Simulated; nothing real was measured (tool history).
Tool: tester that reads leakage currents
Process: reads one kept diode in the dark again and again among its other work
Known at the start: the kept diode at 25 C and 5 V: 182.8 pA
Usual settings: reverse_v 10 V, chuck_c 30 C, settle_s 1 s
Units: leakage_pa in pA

{"run": 1, "hour": 0.0, "reverse_v": 10, "chuck_c": 30, "settle_s": 1, "leakage_pa": 328.21}
{"run": 2, "hour": 154.9, "reverse_v": 10, "chuck_c": 30, "settle_s": 1, "leakage_pa": 327.88}
{"run": 3, "hour": 309.0, "reverse_v": 10, "chuck_c": 30, "settle_s": 1, "leakage_pa": 327.27}
{"run": 4, "hour": 404.4, "reverse_v": 10, "chuck_c": 30, "settle_s": 1, "leakage_pa": 324.82}
{"run": 5, "hour": 505.0, "reverse_v": 10, "chuck_c": 30, "settle_s": 0.48, "leakage_pa": 327.25}
{"run": 6, "hour": 595.9, "reverse_v": 10, "chuck_c": 30, "settle_s": 0.48, "leakage_pa": 326.26}
{"run": 7, "hour": 742.6, "reverse_v": 10, "chuck_c": 30, "settle_s": 0.48, "leakage_pa": 324.84}
{"run": 8, "hour": 826.2, "reverse_v": 10, "chuck_c": 30, "settle_s": 1, "leakage_pa": 324.19}
{"run": 9, "hour": 999.9, "reverse_v": 10, "chuck_c": 30, "settle_s": 1, "leakage_pa": 324.79}
{"run": 10, "hour": 1087.6, "reverse_v": 10, "chuck_c": 30, "settle_s": 1, "leakage_pa": 323.36}
{"run": 11, "hour": 1177.6, "reverse_v": 10, "chuck_c": 30, "settle_s": 8.09, "leakage_pa": 321.01}
{"hour": 1188.7, "done": "chuck's temperature calibrated"}
{"run": 12, "hour": 1296.5, "reverse_v": 10, "chuck_c": 30, "settle_s": 8.09, "leakage_pa": 337.62}
{"hour": 1314.2, "done": "probe card cleaned and baked"}
{"run": 13, "hour": 1441.1, "reverse_v": 10, "chuck_c": 30, "settle_s": 0.74, "leakage_pa": 337.44}
{"hour": 1541.4, "done": "tester calibrated"}
{"run": 14, "hour": 1602.1, "reverse_v": 10, "chuck_c": 30, "settle_s": 0.74, "leakage_pa": 343.25}
{"run": 15, "hour": 1718.1, "reverse_v": 10, "chuck_c": 36, "settle_s": 1, "leakage_pa": 514.98}
{"run": 16, "hour": 1799.5, "reverse_v": 10, "chuck_c": 36, "settle_s": 1, "leakage_pa": 513.35}
{"run": 17, "hour": 1930.4, "reverse_v": 10, "chuck_c": 36, "settle_s": 1, "leakage_pa": 512.96}
{"run": 18, "hour": 2013.5, "reverse_v": 10, "chuck_c": 30, "settle_s": 7.36, "leakage_pa": 339.86}
{"hour": 2042.0, "done": "probe card cleaned and baked, once more"}
{"run": 19, "hour": 2169.8, "reverse_v": 10, "chuck_c": 30, "settle_s": 7.36, "leakage_pa": 331.27}
{"run": 20, "hour": 2295.3, "reverse_v": 1, "chuck_c": 30, "settle_s": 1, "leakage_pa": 143.24}
{"run": 21, "hour": 2400.8, "reverse_v": 2, "chuck_c": 51, "settle_s": 0.34, "leakage_pa": 747.13}
{"run": 22, "hour": 2540.2, "reverse_v": 14.8, "chuck_c": 43, "settle_s": 3.26, "leakage_pa": 926.35}
{"run": 23, "hour": 2715.9, "reverse_v": 3.2, "chuck_c": 43, "settle_s": 3.26, "leakage_pa": 527.97}
{"run": 24, "hour": 2821.1, "reverse_v": 3.2, "chuck_c": 43, "settle_s": 3.26, "leakage_pa": 524.75}
{"run": 25, "hour": 2919.6, "reverse_v": 10, "chuck_c": 35, "settle_s": 3.7, "leakage_pa": 463.09}
{"run": 26, "hour": 3005.2, "reverse_v": 10, "chuck_c": 24, "settle_s": 1.67, "leakage_pa": 211.92}
{"run": 27, "hour": 3153.6, "reverse_v": 5.8, "chuck_c": 25, "settle_s": 3.34, "leakage_pa": 187.22}
{"run": 28, "hour": 3332.2, "reverse_v": 11, "chuck_c": 30, "settle_s": 9.29, "leakage_pa": 338.15}
{"run": 29, "hour": 3462.0, "reverse_v": 11, "chuck_c": 30, "settle_s": 9.29, "leakage_pa": 336.95}
{"hour": 3557.2, "done": "chuck's temperature calibrated"}
{"run": 30, "hour": 3613.1, "reverse_v": 7.5, "chuck_c": 24, "settle_s": 1, "leakage_pa": 200.44}
{"run": 31, "hour": 3729.9, "reverse_v": 8.1, "chuck_c": 21, "settle_s": 4.42, "leakage_pa": 164.69}
{"run": 32, "hour": 3818.7, "reverse_v": 4.2, "chuck_c": 35, "settle_s": 1, "leakage_pa": 353.27}
{"run": 33, "hour": 3909.4, "reverse_v": 17.9, "chuck_c": 35, "settle_s": 9.05, "leakage_pa": 596.68}
{"run": 34, "hour": 4079.3, "reverse_v": 6.5, "chuck_c": 27, "settle_s": 0.5, "leakage_pa": 236.02}
{"run": 35, "hour": 4258.2, "reverse_v": 10, "chuck_c": 27, "settle_s": 0.36, "leakage_pa": 276.85}
{"run": 36, "hour": 4401.1, "reverse_v": 10, "chuck_c": 44, "settle_s": 3.7, "leakage_pa": 869.86}
{"run": 37, "hour": 4505.8, "reverse_v": 12.6, "chuck_c": 36, "settle_s": 2.01, "leakage_pa": 564.24}
{"run": 38, "hour": 4650.6, "reverse_v": 12.7, "chuck_c": 25, "settle_s": 1, "leakage_pa": 260.52}

Measured less the same run without the tool's hidden state. The same run-to-run variation is in both; the gauge's scatter may not be:
The hidden state here: stray current of the dirty probe card, pA a volt; current scale over the true one, %; true chuck temperature over the reading, C; drift of the gauge itself on leakage_pa, %.
run=1 leakage_pa=-10.29
run=2 leakage_pa=-10.87
run=3 leakage_pa=-11.44
run=4 leakage_pa=-11.73
run=5 leakage_pa=-12.24
run=6 leakage_pa=-12.53
run=7 leakage_pa=-13.01
run=8 leakage_pa=-13.25
run=9 leakage_pa=-13.98
run=10 leakage_pa=-14.24
run=11 leakage_pa=-14.46
run=12 leakage_pa=-0.45
run=13 leakage_pa=-0.45
run=14 leakage_pa=+3.4
run=15 leakage_pa=+0.79
run=16 leakage_pa=+0.3
run=17 leakage_pa=-0.61
run=18 leakage_pa=+1.72
run=19 leakage_pa=-7.01
run=20 leakage_pa=-3.47
run=21 leakage_pa=-17.41
run=22 leakage_pa=-23.36
run=23 leakage_pa=-15.6
run=24 leakage_pa=-16.41
run=25 leakage_pa=-14.48
run=26 leakage_pa=-6.17
run=27 leakage_pa=-6.42
run=28 leakage_pa=-11.81
run=29 leakage_pa=-12.37
run=30 leakage_pa=+4.04
run=31 leakage_pa=+3.9
run=32 leakage_pa=+2.52
run=33 leakage_pa=+7.99
run=34 leakage_pa=+2.5
run=35 leakage_pa=+3.46
run=36 leakage_pa=-1.9
run=37 leakage_pa=+1.26
run=38 leakage_pa=+4.03

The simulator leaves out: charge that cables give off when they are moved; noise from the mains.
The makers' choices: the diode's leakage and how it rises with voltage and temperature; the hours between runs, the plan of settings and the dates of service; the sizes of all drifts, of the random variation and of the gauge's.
